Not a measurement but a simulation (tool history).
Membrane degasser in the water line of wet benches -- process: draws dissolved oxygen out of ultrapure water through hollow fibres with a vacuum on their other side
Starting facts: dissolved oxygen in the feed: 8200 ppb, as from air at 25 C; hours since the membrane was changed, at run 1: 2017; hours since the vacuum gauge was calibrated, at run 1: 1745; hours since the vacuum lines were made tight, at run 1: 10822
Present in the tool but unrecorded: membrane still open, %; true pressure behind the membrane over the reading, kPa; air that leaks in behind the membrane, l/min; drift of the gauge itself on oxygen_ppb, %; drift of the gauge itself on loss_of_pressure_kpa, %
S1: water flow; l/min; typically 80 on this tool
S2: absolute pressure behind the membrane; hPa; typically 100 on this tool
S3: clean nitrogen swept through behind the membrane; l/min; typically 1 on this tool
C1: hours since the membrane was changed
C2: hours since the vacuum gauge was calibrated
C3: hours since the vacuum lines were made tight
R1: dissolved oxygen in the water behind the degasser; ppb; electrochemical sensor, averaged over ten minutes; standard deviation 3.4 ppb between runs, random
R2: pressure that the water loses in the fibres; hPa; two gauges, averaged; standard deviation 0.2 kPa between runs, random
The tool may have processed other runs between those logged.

Run 1, hour 0: usual settings; C1 2017; C2 1745; C3 10822. Result: R1 869.8 ppb, R2 422.1 hPa.
Run 2, hour 41.7: usual settings; C1 2059; C2 1787; C3 10863. Result: R1 870.7 ppb, R2 418.7 hPa.
Run 3, hour 100.1: usual settings; C1 2117; C2 1845; C3 10922. Result: R1 862.6 ppb, R2 418.5 hPa.
Run 4, hour 165.6: usual settings but S3 1.62 l/min; C1 2182; C2 1911; C3 10987. Result: R1 627.5 ppb, R2 422.1 hPa.
Run 5, hour 202.3: usual settings but S3 1.62 l/min; C1 2219; C2 1947; C3 11024. Result: R1 628.8 ppb, R2 423.7 hPa.
Run 6, hour 248.6: usual settings but S3 1.62 l/min; C1 2266; C2 1994; C3 11070. Result: R1 628.6 ppb, R2 419.9 hPa.
Run 7, hour 300.3: usual settings but S3 1.62 l/min; C1 2317; C2 2045; C3 11122. Result: R1 629.3 ppb, R2 423.1 hPa.
Run 8, hour 343.2: usual settings; C1 2360; C2 2088; C3 11165. Result: R1 864.5 ppb, R2 423.8 hPa.
Run 9, hour 405.9: usual settings but S1 114 l/min; C1 2423; C2 2151; C3 11227. Result: R1 1087.8 ppb, R2 605.8 hPa.
Run 10, hour 442.1: usual settings but S1 102 l/min; C1 2459; C2 2187; C3 11264. Result: R1 1014.1 ppb, R2 542 hPa.
Run 11, hour 509.9: usual settings but S1 78 l/min, S3 1.51 l/min; C1 2527; C2 2255; C3 11331. Result: R1 642.6 ppb, R2 413.3 hPa.
Run 12, hour 565.7: usual settings but S1 74 l/min, S2 147 hPa; C1 2583; C2 2311; C3 11387. Result: R1 1306.7 ppb, R2 393.1 hPa.
Run 13, hour 609.2: usual settings but S2 117 hPa, S3 1.11 l/min; C1 2626; C2 2354; C3 11431. Result: R1 987 ppb, R2 426.4 hPa.

What will run 14 give?
Run 14, hour 670: usual settings but S1 96 l/min, S2 117 hPa, S3 2.49 l/min; C1 2687; C2 2415; C3 11492. Result: R1 ?, R2 ?.

{"run 14": {"R1": 653.9, "R2": 510.8}}
Were there no unlogged condition in the tool, this run, its random variation unchanged, would have produced R1 653.7 ppb, R2 505.6 hPa.

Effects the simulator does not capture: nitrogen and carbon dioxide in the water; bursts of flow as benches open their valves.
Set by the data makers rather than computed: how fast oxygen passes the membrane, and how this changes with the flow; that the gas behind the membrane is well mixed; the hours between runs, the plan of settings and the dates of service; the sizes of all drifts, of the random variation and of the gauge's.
